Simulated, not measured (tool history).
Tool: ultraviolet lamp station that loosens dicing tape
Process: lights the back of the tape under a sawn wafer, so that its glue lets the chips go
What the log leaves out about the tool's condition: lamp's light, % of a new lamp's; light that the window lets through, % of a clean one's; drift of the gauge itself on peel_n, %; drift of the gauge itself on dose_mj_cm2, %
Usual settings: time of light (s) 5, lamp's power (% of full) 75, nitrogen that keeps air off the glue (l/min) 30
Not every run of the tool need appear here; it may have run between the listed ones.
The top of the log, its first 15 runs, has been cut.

| run | hour | time of light (s) | lamp's power (% of full) | nitrogen that keeps air off the glue (l/min) | hours of work of the lamp | hours of work since the window was cleaned | force that peels the tape off (N) | light that reached the tape (J/m2) |
|---|---|---|---|---|---|---|---|---|
| 16 | 329.4 | 5 | 75 | 12 | 896 | 525 | 1.033 | 2120 |
| 17 | 349.3 | 5 | 75 | 12 | 911 | 541 | 1.022 | 2080 |
| 18 | 366.9 | 5 | 75 | 12 | 925 | 554 | 1.018 | 2060 |
| 19 | 396.8 | 5 | 75 | 33 | 949 | 578 | 0.723 | 2100 |
| 20 | 419.2 | 4 | 69 | 12 | 967 | 596 | 1.507 | 1470 |
|  | 421.9 | window cleaned of glue's vapour |
| 21 | 442.9 | 7 | 69 | 12 | 985 | 17 | 0.825 | 2470 |
| 22 | 461.4 | 7 | 74 | 11 | 1000 | 31 | 0.752 | 2610 |
| 23 | 482.6 | 7 | 94 | 53 | 1016 | 48 | 0.308 | 3270 |
|  | 485.1 | window cleaned of glue's vapour, once more |
| 24 | 504.4 | 6 | 87 | 30 | 1033 | 15 | 0.344 | 3310 |
| 25 | 523.7 | 6 | 87 | 30 | 1049 | 31 | 0.359 | 3310 |
| 26 | 550.4 | 7 | 75 | 21 | 1070 | 52 | 0.426 | 3290 |
| 27 | 568.8 | 6 | 73 | 12 | 1084 | 66 | 0.699 | 2700 |
| 28 | 599.3 | 6 | 75 | 13 | 1109 | 90 | 0.682 | 2740 |
| 29 | 622.8 | 7 | 75 | 35 | 1127 | 109 | 0.368 | 3190 |
| 30 | 645.4 | 7 | 94 | 46 | 1145 | 127 | 0.257 | 3950 |
| 31 | 660.2 | 2 | 86 | 36 | 1157 | 139 | 1.682 | 1030 |
| 32 | 675.1 | 7 | 65 | 18 | 1169 | 151 | 0.596 | 2730 |
| 33 | 694.3 | 7 | 65 | 14 | 1184 | 166 | 0.671 | 2670 |
| 34 | 708.8 | 3 | 65 | 23 | 1195 | 177 | 1.643 | 1140 |
| 35 | 736.5 | 3 | 65 | 23 | 1217 | 199 | 1.669 | 1140 |
| 36 | 750.4 | 7 | 92 | 23 | 1228 | 210 | 0.311 | 3730 |

Predict each of these 4 candidate next runs independently; none follows another, all start after run 36:
| A | 773.2 | 5 | 87 | 11 | 1246 | 228 | ? | ? |
| B | 773.2 | 5 | 71 | 30 | 1246 | 228 | ? | ? |
| C | 773.2 | 3 | 90 | 30 | 1246 | 228 | ? | ? |
| D | 773.2 | 7 | 69 | 23 | 1246 | 228 | ? | ? |

| run | force that peels the tape off (N) | light that reached the tape (J/m2) |
|---|---|---|
| A | 0.799 | 2490 |
| B | 0.790 | 2050 |
| C | 1.102 | 1540 |
| D | 0.497 | 2750 |
Had the tool no hidden state, the same runs would have come out as:
| run | force that peels the tape off (N) | light that reached the tape (J/m2) |
|---|---|---|
| A | 0.545 | 3190 |
| B | 0.540 | 2630 |
| C | 0.781 | 1970 |
| D | 0.340 | 3530 |
